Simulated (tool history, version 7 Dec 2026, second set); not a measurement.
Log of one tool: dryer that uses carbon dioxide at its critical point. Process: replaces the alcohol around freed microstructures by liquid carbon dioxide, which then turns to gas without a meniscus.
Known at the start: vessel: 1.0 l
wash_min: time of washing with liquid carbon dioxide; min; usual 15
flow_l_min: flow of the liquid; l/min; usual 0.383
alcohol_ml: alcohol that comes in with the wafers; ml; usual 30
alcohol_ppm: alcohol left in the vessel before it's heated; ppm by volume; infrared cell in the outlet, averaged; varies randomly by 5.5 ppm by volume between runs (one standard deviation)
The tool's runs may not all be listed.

run	day	wash_min	flow_l_min	alcohol_ml	alcohol_ppm
1	0	15	0.383	30	285
2	1.888	15	0.383	30	295
3	3.571	15	0.383	62	567
4	5.108	15	0.383	30	301
5	7.142	15	0.383	30	310
6	9.021	15	0.383	30	310
7	10.692	15	0.383	30	306
# day 12.546: inlet filter changed
8	13.042	15	0.383	30	211
# day 13.621: purifier's bed changed
9	14.4	15	0.268	30	807
10	15.742	15	0.383	30	162
11	17.588	15	0.383	30	160
12	19.167	15	0.403	30	129
13	21.679	15	0.403	30	138
14	23.596	15	0.403	30	132
15	25.796	11	0.469	25	250
16	27.567	11	0.469	25	245
17	28.704	15	0.609	114	38
18	29.842	14	0.368	41	433
19	31.308	12	0.497	30	155
20	33.75	12	0.365	46	950
21	35.05	19	0.365	46	114
22	36.975	17	0.239	30	898
23	38.275	17	0.399	36	103
24	39.704	17	0.399	36	103
25	42.092	15	0.498	81	130
26	43.721	10	0.284	81	7094
27	45.8	10	0.284	81	7179

Consider 3 possible next runs. They are alternatives, not a sequence: every one starts from the tool as it was left by run 27. What does each give?
A	47.821	10	0.284	65	?
B	47.821	10	0.383	60	?
C	47.821	15	0.519	68	?

run	alcohol_ppm
A	5794
B	2221
C	83
Take away the tool's hidden state, keep each run's random variation, and the runs would have read:
run	alcohol_ppm
A	4988
B	1802
C	43
